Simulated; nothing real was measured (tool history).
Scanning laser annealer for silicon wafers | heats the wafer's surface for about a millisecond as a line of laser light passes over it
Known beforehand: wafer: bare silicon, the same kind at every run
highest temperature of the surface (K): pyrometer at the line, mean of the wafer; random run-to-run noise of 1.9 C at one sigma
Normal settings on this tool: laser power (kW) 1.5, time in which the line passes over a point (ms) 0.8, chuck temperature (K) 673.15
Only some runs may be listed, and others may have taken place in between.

run   hour  laser power (kW)  time in which the line passes over a point (ms)  chuck temperature (K)  highest temperature of the surface (K)
  1      0               1.5                                              0.8                 673.15                                 1478.15
  2   11.4               1.5                                              0.8                 673.15                                 1478.15
  3   26.3               1.5                                              0.8                 673.15                                 1479.15
  4   44.2               1.5                                            0.595                 673.15                                 1383.15
  5   59.2             1.527                                            0.595                 673.15                                 1392.15
  6   74.1             1.527                                            0.595                 673.15                                 1391.15
  7     90               1.5                                              0.8                 673.15                                 1472.15
  8  102.1               1.5                                              0.8                 673.15                                 1473.15
  9  116.5               1.5                                              0.8                 663.15                                 1461.15
 10  133.3               1.5                                              0.8                 671.15                                 1469.15
 11  149.9               1.5                                              0.8                 671.15                                 1468.15
 12  164.8               1.5                                              0.8                 673.15                                 1470.15
 13  172.8               1.5                                            0.927                 673.15                                 1517.15
 14  185.7               1.5                                            0.927                 673.15                                 1523.15
 15  198.1               1.5                                              0.8                 673.15                                 1464.15
 16  213.3               1.5                                              0.8                 673.15                                 1461.15
 17  221.9               1.5                                              0.8                 673.15                                 1463.15
 18  233.9               1.5                                              0.8                 673.15                                 1460.15
 19  245.6               1.5                                              0.8                 673.15                                 1461.15
 20  262.9               1.5                                              0.8                 673.15                                 1461.15
     274.8  -- optics aligned, line set to its width
 21  280.7               1.5                                              0.8                 673.15                                 1477.15
 22    298             1.496                                            0.877                 660.15                                 1495.15
 23  311.9             1.566                                            0.877                 660.15                                 1540.15
 24  327.1               1.5                                             0.68                 697.15                                 1445.15
 25  344.6             1.277                                             0.68                 697.15                                 1316.15
 26    357             1.277                                            0.989                 703.15                                 1429.15
 27  368.8               1.5                                             0.74                 673.15                                 1446.15
     372.5  -- window over the wafer cleaned
 28    388               1.5                                             0.74                 673.15                                 1490.15
 29  399.9               1.5                                              0.8                 696.15                                 1538.15
 30  411.5             1.397                                            0.659                 640.15                                 1356.15
 31  420.3             1.397                                            0.659                 640.15                                 1351.15
 32  438.9               1.5                                             0.61                 709.15                                 1457.15
 33  449.6               1.5                                             0.61                 709.15                                 1456.15
 34  457.2             1.448                                             0.61                 702.15                                 1417.15
 35  465.7             1.289                                              0.8                 672.15                                 1374.15
 36  478.3             1.368                                            0.862                 659.15                                 1434.15
 37  493.7             1.487                                            0.683                 707.15                                 1479.15
 38  507.2             1.645                                            0.573                 711.15                                 1516.15
 39  524.6              1.44                                            0.756                 711.15                                 1488.15

Forecast each of these 5 alternatives for the next run:
  A  540.5             1.312                                            0.756                 712.15                                       ?
  B  540.5              1.44                                            0.756                 683.15                                       ?
  C  540.5              1.44                                            0.803                 711.15                                       ?
  D  540.5              1.61                                            0.837                 659.15                                       ?
  E  540.5             1.324                                            0.608                 684.15                                       ?

run  highest temperature of the surface (K)
  A                                 1407.15
  B                                 1461.15
  C                                 1505.15
  D                                 1581.15
  E                                 1322.15
The same runs, with their run-to-run variation unchanged, on a tool lacking any hidden condition would have given:
run  highest temperature of the surface (K)
  A                                 1417.15
  B                                 1472.15
  C                                 1517.15
  D                                 1594.15
  E                                 1331.15

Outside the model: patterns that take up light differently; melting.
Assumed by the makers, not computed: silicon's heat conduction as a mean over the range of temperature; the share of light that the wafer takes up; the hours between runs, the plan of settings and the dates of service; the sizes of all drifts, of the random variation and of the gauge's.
